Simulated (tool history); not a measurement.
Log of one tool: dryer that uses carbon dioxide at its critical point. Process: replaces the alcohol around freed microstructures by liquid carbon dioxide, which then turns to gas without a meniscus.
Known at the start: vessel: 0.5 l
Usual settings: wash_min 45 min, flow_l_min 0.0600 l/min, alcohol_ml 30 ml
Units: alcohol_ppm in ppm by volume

run 1 hour=0.0 | wash_min=45 flow_l_min=0.0600 alcohol_ml=30 | alcohol_ppm=590
run 2 hour=45.0 | wash_min=45 flow_l_min=0.0705 alcohol_ml=30 | alcohol_ppm=280
run 3 hour=87.1 | wash_min=45 flow_l_min=0.0705 alcohol_ml=30 | alcohol_ppm=279
run 4 hour=126.7 | wash_min=45 flow_l_min=0.0600 alcohol_ml=30 | alcohol_ppm=614
run 5 hour=185.9 | wash_min=45 flow_l_min=0.0600 alcohol_ml=30 | alcohol_ppm=626
run 6 hour=225.8 | wash_min=45 flow_l_min=0.0600 alcohol_ml=30 | alcohol_ppm=630
run 7 hour=274.2 | wash_min=54 flow_l_min=0.0600 alcohol_ml=30 | alcohol_ppm=278
run 8 hour=333.6 | wash_min=54 flow_l_min=0.0600 alcohol_ml=67 | alcohol_ppm=604
run 9 hour=376.2 | wash_min=54 flow_l_min=0.0600 alcohol_ml=67 | alcohol_ppm=597
run 10 hour=414.2 | wash_min=54 flow_l_min=0.0600 alcohol_ml=67 | alcohol_ppm=609
run 11 hour=459.3 | wash_min=54 flow_l_min=0.0600 alcohol_ml=67 | alcohol_ppm=627
run 12 hour=517.0 | wash_min=45 flow_l_min=0.0600 alcohol_ml=30 | alcohol_ppm=683
run 13 hour=543.7 | wash_min=56 flow_l_min=0.0600 alcohol_ml=30 | alcohol_ppm=273
run 14 hour=578.4 | wash_min=56 flow_l_min=0.0600 alcohol_ml=30 | alcohol_ppm=283
run 15 hour=620.4 | wash_min=45 flow_l_min=0.0600 alcohol_ml=30 | alcohol_ppm=709
-- hour=635.4 inlet filter changed
run 16 hour=651.3 | wash_min=45 flow_l_min=0.0600 alcohol_ml=30 | alcohol_ppm=549
run 17 hour=707.0 | wash_min=45 flow_l_min=0.0600 alcohol_ml=30 | alcohol_ppm=543
run 18 hour=746.0 | wash_min=45 flow_l_min=0.0600 alcohol_ml=30 | alcohol_ppm=551
run 19 hour=800.5 | wash_min=69 flow_l_min=0.0658 alcohol_ml=47 | alcohol_ppm=90
run 20 hour=840.1 | wash_min=57 flow_l_min=0.0860 alcohol_ml=69 | alcohol_ppm=86
run 21 hour=888.7 | wash_min=59 flow_l_min=0.0832 alcohol_ml=34 | alcohol_ppm=72
run 22 hour=933.4 | wash_min=40 flow_l_min=0.0964 alcohol_ml=32 | alcohol_ppm=132
run 23 hour=986.3 | wash_min=40 flow_l_min=0.0964 alcohol_ml=32 | alcohol_ppm=144
run 24 hour=1023.9 | wash_min=40 flow_l_min=0.0964 alcohol_ml=32 | alcohol_ppm=144
run 25 hour=1071.0 | wash_min=45 flow_l_min=0.0856 alcohol_ml=72 | alcohol_ppm=253
-- hour=1077.5 purifier's bed changed
run 26 hour=1131.3 | wash_min=37 flow_l_min=0.0675 alcohol_ml=24 | alcohol_ppm=662
run 27 hour=1193.0 | wash_min=37 flow_l_min=0.0675 alcohol_ml=24 | alcohol_ppm=641
run 28 hour=1233.8 | wash_min=37 flow_l_min=0.0675 alcohol_ml=24 | alcohol_ppm=678
run 29 hour=1262.4 | wash_min=45 flow_l_min=0.0600 alcohol_ml=96 | alcohol_ppm=1810
run 30 hour=1289.2 | wash_min=45 flow_l_min=0.0600 alcohol_ml=96 | alcohol_ppm=1859
run 31 hour=1328.6 | wash_min=46 flow_l_min=0.0674 alcohol_ml=34 | alcohol_ppm=359
run 32 hour=1387.4 | wash_min=46 flow_l_min=0.0674 alcohol_ml=34 | alcohol_ppm=381
run 33 hour=1416.8 | wash_min=37 flow_l_min=0.0676 alcohol_ml=42 | alcohol_ppm=1228
run 34 hour=1471.8 | wash_min=33 flow_l_min=0.0479 alcohol_ml=33 | alcohol_ppm=4529
run 35 hour=1521.6 | wash_min=69 flow_l_min=0.0600 alcohol_ml=30 | alcohol_ppm=80

Forecast each of these 3 alternatives for the next run:
run A hour=1563.7 | wash_min=40 flow_l_min=0.0978 alcohol_ml=72 | alcohol_ppm=?
run B hour=1563.7 | wash_min=67 flow_l_min=0.0757 alcohol_ml=29 | alcohol_ppm=?
run C hour=1563.7 | wash_min=69 flow_l_min=0.0703 alcohol_ml=30 | alcohol_ppm=?

run=A alcohol_ppm=223
run=B alcohol_ppm=44
run=C alcohol_ppm=39
Without the tool's hidden state the same runs would have given:
run=A alcohol_ppm=138
run=B alcohol_ppm=20
run=C alcohol_ppm=13
